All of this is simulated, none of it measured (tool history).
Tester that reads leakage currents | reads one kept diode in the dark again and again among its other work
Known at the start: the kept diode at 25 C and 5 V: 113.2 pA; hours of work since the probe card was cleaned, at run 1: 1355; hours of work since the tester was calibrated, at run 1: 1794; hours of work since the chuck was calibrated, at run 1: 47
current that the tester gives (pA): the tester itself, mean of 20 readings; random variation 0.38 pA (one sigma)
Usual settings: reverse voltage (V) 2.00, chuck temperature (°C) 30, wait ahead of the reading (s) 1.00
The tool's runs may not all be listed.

run     day  reverse voltage (V)  chuck temperature (°C)  wait ahead of the reading (s)  hours of work since the probe card was cleaned  hours of work since the tester was calibrated  hours of work since the chuck was calibrated  current that the tester gives (pA)
  1   0.000                 2.00                      30                           1.00                                            1355                                           1794                                            47                              127.26
  2   2.396                 2.00                      30                           1.00                                            1398                                           1837                                            90                              126.88
  3   4.933                 1.82                      30                           1.00                                            1444                                           1883                                           136                              122.77
  4   6.846                14.18                      30                           1.00                                            1479                                           1918                                           171                              247.25
  5   8.467                14.18                      30                           1.00                                            1508                                           1948                                           201                              247.30
  6  11.250                14.18                      30                           1.00                                            1559                                           1998                                           251                              247.60
  7  13.267                14.18                      30                           1.00                                            1595                                           2035                                           288                              247.26
  8  15.046                14.18                      30                           1.00                                            1628                                           2067                                           320                              245.58
     15.462  -- probe card cleaned and baked
  9  17.638                14.18                      30                           1.00                                              39                                           2112                                           365                              250.86
 10  20.696                 4.55                      30                           8.73                                              95                                           2167                                           420                              166.58
 11  22.029                17.21                      30                           3.62                                             119                                           2192                                           445                              267.33
 12  24.650                17.21                      30                           3.62                                             167                                           2239                                           492                              267.32
 13  27.054                 8.98                      53                           0.42                                             210                                           2283                                           536                             1127.66
 14  30.283                 5.13                      21                           0.42                                             269                                           2341                                           594                               86.35

Forecast each of these 5 alternatives for the next run:
     32.838  -- probe card cleaned and baked, once more
  A  32.904                 1.75                      50                           0.42                                               1                                           2387                                           640                                   ?
     32.838  -- probe card cleaned and baked, once more
  B  32.904                 5.13                      54                           6.20                                               1                                           2387                                           640                                   ?
     32.838  -- probe card cleaned and baked, once more
  C  32.904                 1.95                      51                           0.59                                               1                                           2387                                           640                                   ?
     32.838  -- probe card cleaned and baked, once more
  D  32.904                 1.20                      30                           2.99                                               1                                           2387                                           640                                   ?
     32.838  -- probe card cleaned and baked, once more
  E  32.904                16.92                      21                           0.57                                               1                                           2387                                           640                                   ?

run  current that the tester gives (pA)
  A                              529.09
  B                              994.32
  C                              589.11
  D                              105.01
  E                              123.21
Without the tool's hidden state the same runs would have given:
run  current that the tester gives (pA)
  A                              530.30
  B                              996.36
  C                              590.43
  D                              105.37
  E                              123.55

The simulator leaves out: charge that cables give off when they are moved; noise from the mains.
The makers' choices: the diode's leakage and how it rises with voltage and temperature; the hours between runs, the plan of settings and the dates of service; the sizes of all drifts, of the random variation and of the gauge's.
